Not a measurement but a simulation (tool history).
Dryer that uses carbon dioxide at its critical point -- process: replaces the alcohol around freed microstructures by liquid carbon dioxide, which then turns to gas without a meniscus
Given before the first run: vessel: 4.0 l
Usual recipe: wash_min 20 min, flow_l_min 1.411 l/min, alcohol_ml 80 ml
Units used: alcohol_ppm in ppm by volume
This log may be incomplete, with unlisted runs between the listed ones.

{"run": 1, "day": 0.0, "wash_min": 20, "flow_l_min": 1.411, "alcohol_ml": 80, "alcohol_ppm": 56}
{"run": 2, "day": 1.546, "wash_min": 20, "flow_l_min": 1.411, "alcohol_ml": 80, "alcohol_ppm": 59}
{"run": 3, "day": 2.971, "wash_min": 20, "flow_l_min": 1.411, "alcohol_ml": 80, "alcohol_ppm": 67}
{"run": 4, "day": 3.971, "wash_min": 20, "flow_l_min": 1.411, "alcohol_ml": 80, "alcohol_ppm": 69}
{"run": 5, "day": 5.246, "wash_min": 20, "flow_l_min": 1.411, "alcohol_ml": 80, "alcohol_ppm": 74}
{"run": 6, "day": 5.979, "wash_min": 24, "flow_l_min": 1.33, "alcohol_ml": 22, "alcohol_ppm": 48}
{"run": 7, "day": 7.529, "wash_min": 30, "flow_l_min": 1.11, "alcohol_ml": 71, "alcohol_ppm": 55}
{"run": 8, "day": 8.788, "wash_min": 30, "flow_l_min": 1.38, "alcohol_ml": 22, "alcohol_ppm": 44}
{"run": 9, "day": 9.65, "wash_min": 20, "flow_l_min": 1.411, "alcohol_ml": 23, "alcohol_ppm": 70}
{"run": 10, "day": 10.9, "wash_min": 20, "flow_l_min": 1.411, "alcohol_ml": 23, "alcohol_ppm": 50}

4 options for the next run, each taken on its own from the tool as it stands now. Forecast them:
{"run": "A", "day": 11.638, "wash_min": 21, "flow_l_min": 2.06, "alcohol_ml": 33, "alcohol_ppm": "?"}
{"run": "B", "day": 11.638, "wash_min": 13, "flow_l_min": 1.411, "alcohol_ml": 26, "alcohol_ppm": "?"}
{"run": "C", "day": 11.638, "wash_min": 20, "flow_l_min": 1.03, "alcohol_ml": 33, "alcohol_ppm": "?"}
{"run": "D", "day": 11.638, "wash_min": 13, "flow_l_min": 1.46, "alcohol_ml": 20, "alcohol_ppm": "?"}

run=A alcohol_ppm=56
run=B alcohol_ppm=142
run=C alcohol_ppm=128
run=D alcohol_ppm=112
Without the tool's unlogged condition, the same runs would have read:
run=A alcohol_ppm=8
run=B alcohol_ppm=80
run=C alcohol_ppm=68
run=D alcohol_ppm=57
